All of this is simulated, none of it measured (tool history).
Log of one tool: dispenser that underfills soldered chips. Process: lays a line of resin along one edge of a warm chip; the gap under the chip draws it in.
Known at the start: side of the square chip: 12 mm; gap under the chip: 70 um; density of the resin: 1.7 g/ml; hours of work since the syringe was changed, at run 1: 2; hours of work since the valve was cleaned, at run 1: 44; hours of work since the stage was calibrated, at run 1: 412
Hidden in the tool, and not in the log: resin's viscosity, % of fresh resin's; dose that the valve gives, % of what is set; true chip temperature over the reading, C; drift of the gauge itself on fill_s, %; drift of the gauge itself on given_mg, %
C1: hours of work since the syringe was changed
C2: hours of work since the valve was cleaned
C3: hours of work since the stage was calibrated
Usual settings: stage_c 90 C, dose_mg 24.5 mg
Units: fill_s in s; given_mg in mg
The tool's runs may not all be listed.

Run 1, day 0.000: usual settings; C1 2; C2 44; C3 412. Result: fill_s 67.9 s, given_mg 23.99 mg.
At day 0.283: new syringe of resin.
At day 0.662: new syringe of resin.
Run 2, day 0.662: usual settings; C1 0; C2 54; C3 423. Result: fill_s 60.2 s, given_mg 23.98 mg.
At day 1.038: new syringe of resin.
Run 3, day 1.158: usual settings; C1 2; C2 63; C3 431. Result: fill_s 66.6 s, given_mg 23.79 mg.
At day 1.354: dispensing valve cleaned and set on the balance.
At day 1.496: new syringe of resin.
Run 4, day 1.588: usual settings; C1 2; C2 4; C3 438. Result: fill_s 64.7 s, given_mg 24.53 mg.
At day 1.908: new syringe of resin.
Run 5, day 2.050: usual settings but dose_mg 27.1 mg; C1 2; C2 12; C3 446. Result: fill_s 65.7 s, given_mg 26.95 mg.
At day 2.288: new syringe of resin.
Run 6, day 2.412: usual settings but dose_mg 26.1 mg; C1 2; C2 18; C3 452. Result: fill_s 64.3 s, given_mg 25.92 mg.
At day 2.708: new syringe of resin.
Run 7, day 2.846: usual settings but dose_mg 26.1 mg; C1 2; C2 25; C3 459. Result: fill_s 66.0 s, given_mg 25.97 mg.
At day 3.112: new syringe of resin.
Run 8, day 3.212: usual settings but stage_c 82 C; C1 2; C2 31; C3 465. Result: fill_s 88.2 s, given_mg 24.33 mg.
At day 3.488: new syringe of resin.
Run 9, day 3.538: usual settings but stage_c 101 C, dose_mg 25.5 mg; C1 1; C2 36; C3 470. Result: fill_s 43.6 s, given_mg 25.15 mg.
At day 3.862: new syringe of resin.
Run 10, day 3.946: usual settings but stage_c 94 C, dose_mg 23.8 mg; C1 1; C2 43; C3 477. Result: fill_s 56.2 s, given_mg 23.43 mg.
At day 4.288: new syringe of resin.
Run 11, day 4.638: usual settings but stage_c 94 C, dose_mg 23.8 mg; C1 6; C2 55; C3 489. Result: fill_s 69.0 s, given_mg 23.42 mg.
At day 4.700: new syringe of resin.
At day 5.071: new syringe of resin.
At day 5.321: dispensing valve cleaned and set on the balance.
Run 12, day 5.362: usual settings but stage_c 81 C, dose_mg 31.8 mg; C1 4; C2 1; C3 500. Result: fill_s 97.0 s, given_mg 31.57 mg.
At day 5.517: new syringe of resin.
At day 5.917: new syringe of resin.
Run 13, day 6.121: usual settings but stage_c 104 C, dose_mg 27.3 mg; C1 3; C2 13; C3 513. Result: fill_s 42.4 s, given_mg 27.00 mg.
At day 6.292: new syringe of resin.
Run 14, day 6.579: usual settings but stage_c 88 C, dose_mg 24.3 mg; C1 5; C2 21; C3 520. Result: fill_s 79.6 s, given_mg 24.00 mg.
At day 6.688: new syringe of resin.
Run 15, day 6.954: usual settings but stage_c 99 C, dose_mg 24.0 mg; C1 5; C2 27; C3 526. Result: fill_s 53.6 s, given_mg 23.62 mg.

Measured less the same run without the tool's hidden state. The same run-to-run variation is in both; the gauge's scatter may not be:
run  fill_s  given_mg
  1    +2.0     -0.43
  2    -4.8     -0.52
  3    +0.6     -0.59
  4    -1.1     -0.01
  5    +1.6     -0.07
  6    +0.7     -0.12
  7    +1.1     -0.18
  8    -0.5     -0.22
  9    -1.7     -0.28
 10    -0.1     -0.30
 11   +10.8     -0.39
 12    +8.4     -0.14
 13    +1.8     -0.23
 14    +9.2     -0.27
 15    +5.3     -0.31
